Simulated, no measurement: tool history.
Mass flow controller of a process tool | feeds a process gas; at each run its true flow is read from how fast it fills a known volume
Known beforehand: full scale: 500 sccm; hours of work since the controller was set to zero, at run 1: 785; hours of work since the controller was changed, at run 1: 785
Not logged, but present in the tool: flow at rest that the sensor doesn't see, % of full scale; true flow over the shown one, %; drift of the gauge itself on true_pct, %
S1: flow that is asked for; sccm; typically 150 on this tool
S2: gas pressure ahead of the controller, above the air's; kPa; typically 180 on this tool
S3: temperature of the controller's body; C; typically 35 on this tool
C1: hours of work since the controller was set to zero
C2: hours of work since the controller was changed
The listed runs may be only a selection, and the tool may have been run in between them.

{"run": 1, "hour": 0.0, "S1": 150, "S2": 180, "S3": 35, "C1": 785, "C2": 785, "true flow (%)": 98.61}
{"run": 2, "hour": 420.4, "S1": 150, "S2": 180, "S3": 35, "C1": 924, "C2": 924, "true flow (%)": 98.54}
{"run": 3, "hour": 784.4, "S1": 150, "S2": 180, "S3": 39, "C1": 1044, "C2": 1044, "true flow (%)": 98.6}
{"run": 4, "hour": 1103.3, "S1": 150, "S2": 180, "S3": 39, "C1": 1149, "C2": 1149, "true flow (%)": 98.43}
{"run": 5, "hour": 1644.2, "S1": 150, "S2": 180, "S3": 35, "C1": 1327, "C2": 1327, "true flow (%)": 97.85}
{"run": 6, "hour": 2183.9, "S1": 150, "S2": 180, "S3": 35, "C1": 1505, "C2": 1505, "true flow (%)": 97.6}
{"run": 7, "hour": 2701.4, "S1": 150, "S2": 180, "S3": 35, "C1": 1676, "C2": 1676, "true flow (%)": 97.42}
{"run": 8, "hour": 3178.9, "S1": 150, "S2": 180, "S3": 35, "C1": 1833, "C2": 1833, "true flow (%)": 97.08}
{"run": 9, "hour": 3651.0, "S1": 150, "S2": 180, "S3": 35, "C1": 1989, "C2": 1989, "true flow (%)": 96.92}
{"run": 10, "hour": 3927.7, "S1": 150, "S2": 180, "S3": 35, "C1": 2080, "C2": 2080, "true flow (%)": 96.71}
{"run": 11, "hour": 4423.0, "S1": 150, "S2": 274, "S3": 35, "C1": 2244, "C2": 2244, "true flow (%)": 96.57}
{"run": 12, "hour": 4847.0, "S1": 150, "S2": 274, "S3": 35, "C1": 2383, "C2": 2383, "true flow (%)": 96.39}
{"run": 13, "hour": 5174.5, "S1": 150, "S2": 180, "S3": 35, "C1": 2491, "C2": 2491, "true flow (%)": 96.15}
{"hour": 5473.1, "done": "gauge calibrated"}
{"run": 14, "hour": 5500.9, "S1": 150, "S2": 180, "S3": 35, "C1": 2599, "C2": 2599, "true flow (%)": 98.73}
{"run": 15, "hour": 5894.1, "S1": 150, "S2": 180, "S3": 35, "C1": 2729, "C2": 2729, "true flow (%)": 98.64}
{"run": 16, "hour": 6374.0, "S1": 150, "S2": 164, "S3": 35, "C1": 2887, "C2": 2887, "true flow (%)": 98.26}
{"run": 17, "hour": 6794.1, "S1": 150, "S2": 182, "S3": 35, "C1": 3025, "C2": 3025, "true flow (%)": 98.06}
{"run": 18, "hour": 7038.3, "S1": 150, "S2": 204, "S3": 35, "C1": 3106, "C2": 3106, "true flow (%)": 98.06}
{"run": 19, "hour": 7491.5, "S1": 326, "S2": 222, "S3": 22, "C1": 3255, "C2": 3255, "true flow (%)": 97.99}
{"run": 20, "hour": 7754.4, "S1": 420, "S2": 155, "S3": 35, "C1": 3342, "C2": 3342, "true flow (%)": 99.01}
{"run": 21, "hour": 8048.0, "S1": 420, "S2": 155, "S3": 35, "C1": 3439, "C2": 3439, "true flow (%)": 98.7}
{"run": 22, "hour": 8397.6, "S1": 420, "S2": 155, "S3": 35, "C1": 3554, "C2": 3554, "true flow (%)": 98.76}
{"run": 23, "hour": 8639.4, "S1": 420, "S2": 155, "S3": 35, "C1": 3634, "C2": 3634, "true flow (%)": 98.59}
{"run": 24, "hour": 9168.7, "S1": 302, "S2": 193, "S3": 24, "C1": 3808, "C2": 3808, "true flow (%)": 97.04}
{"run": 25, "hour": 9648.7, "S1": 150, "S2": 156, "S3": 35, "C1": 3966, "C2": 3966, "true flow (%)": 96.64}

Take each entry between the runs: how does the hidden state at the last listed run before it differ from the hidden state at the first listed run after it?
In the gap between runs 13 and 14: gauge calibrated (hour 5473.1)
  drift of the gauge itself on true_pct, %: -2.61 -> -0.01
  measured less the result without the state, true flow (%): -2.57 -> +0.00
